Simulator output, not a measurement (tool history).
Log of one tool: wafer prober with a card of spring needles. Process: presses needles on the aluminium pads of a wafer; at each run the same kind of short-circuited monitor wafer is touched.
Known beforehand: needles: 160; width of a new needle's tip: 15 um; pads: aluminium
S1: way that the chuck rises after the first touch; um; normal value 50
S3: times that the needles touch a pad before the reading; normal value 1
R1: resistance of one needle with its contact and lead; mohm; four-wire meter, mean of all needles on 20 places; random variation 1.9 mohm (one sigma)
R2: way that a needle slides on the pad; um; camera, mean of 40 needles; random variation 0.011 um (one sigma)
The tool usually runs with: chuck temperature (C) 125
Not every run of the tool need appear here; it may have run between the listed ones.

run 1 hour=0.0 | S1=50 chuck_temperature_(C)=125 S3=1 | R1=313 R2=9.86
run 2 hour=14.5 | S1=50 chuck_temperature_(C)=125 S3=1 | R1=396 R2=9.85
-- hour=21.7 tips cleaned on abrasive film
run 3 hour=37.0 | S1=33 chuck_temperature_(C)=125 S3=1 | R1=849 R2=6.36
-- hour=49.7 tips cleaned on abrasive film
run 4 hour=70.7 | S1=50 chuck_temperature_(C)=125 S3=1 | R1=395 R2=9.78
-- hour=78.3 tips cleaned on abrasive film
-- hour=90.5 height of the first contact set anew
run 5 hour=97.2 | S1=31 chuck_temperature_(C)=125 S3=1 | R1=621 R2=6.23
-- hour=107.3 tips cleaned on abrasive film
-- hour=124.3 tips cleaned on abrasive film, once more
run 6 hour=124.3 | S1=31 chuck_temperature_(C)=33 S3=1 | R1=223 R2=6.16
run 7 hour=147.6 | S1=50 chuck_temperature_(C)=125 S3=1 | R1=394 R2=10.01
-- hour=152.7 tips cleaned on abrasive film
run 8 hour=163.8 | S1=35 chuck_temperature_(C)=125 S3=1 | R1=465 R2=6.98
-- hour=181.0 tips cleaned on abrasive film
run 9 hour=184.4 | S1=35 chuck_temperature_(C)=125 S3=2 | R1=289 R2=6.98
-- hour=209.1 tips cleaned on abrasive film
run 10 hour=209.4 | S1=50 chuck_temperature_(C)=125 S3=1 | R1=233 R2=9.94
-- hour=235.8 tips cleaned on abrasive film
run 11 hour=235.8 | S1=50 chuck_temperature_(C)=125 S3=1 | R1=227 R2=9.95
run 12 hour=249.4 | S1=50 chuck_temperature_(C)=125 S3=1 | R1=356 R2=9.95
-- hour=262.8 tips cleaned on abrasive film
run 13 hour=265.3 | S1=55 chuck_temperature_(C)=37 S3=1 | R1=229 R2=10.93
run 14 hour=280.0 | S1=55 chuck_temperature_(C)=37 S3=1 | R1=348 R2=10.96
-- hour=289.8 tips cleaned on abrasive film
run 15 hour=312.3 | S1=64 chuck_temperature_(C)=51 S3=1 | R1=323 R2=12.74
-- hour=317.2 tips cleaned on abrasive film
run 16 hour=337.4 | S1=31 chuck_temperature_(C)=125 S3=1 | R1=685 R2=6.10
-- hour=344.6 tips cleaned on abrasive film
run 17 hour=351.7 | S1=33 chuck_temperature_(C)=109 S3=1 | R1=418 R2=6.48
run 18 hour=367.0 | S1=40 chuck_temperature_(C)=65 S3=2 | R1=388 R2=7.89
-- hour=372.2 tips cleaned on abrasive film
run 19 hour=382.7 | S1=50 chuck_temperature_(C)=114 S3=2 | R1=283 R2=9.86
run 20 hour=397.6 | S1=47 chuck_temperature_(C)=34 S3=1 | R1=462 R2=9.27

What will run 21 give?
-- hour=400.5 tips cleaned on abrasive film
run 21 hour=417.2 | S1=47 chuck_temperature_(C)=34 S3=1 | R1=? R2=?

Run 21 came out at R1 406 mohm, R2 9.27 um.
Were there no unlogged condition in the tool, this run, its random variation unchanged, would have produced R1 186 mohm, R2 9.44 um.
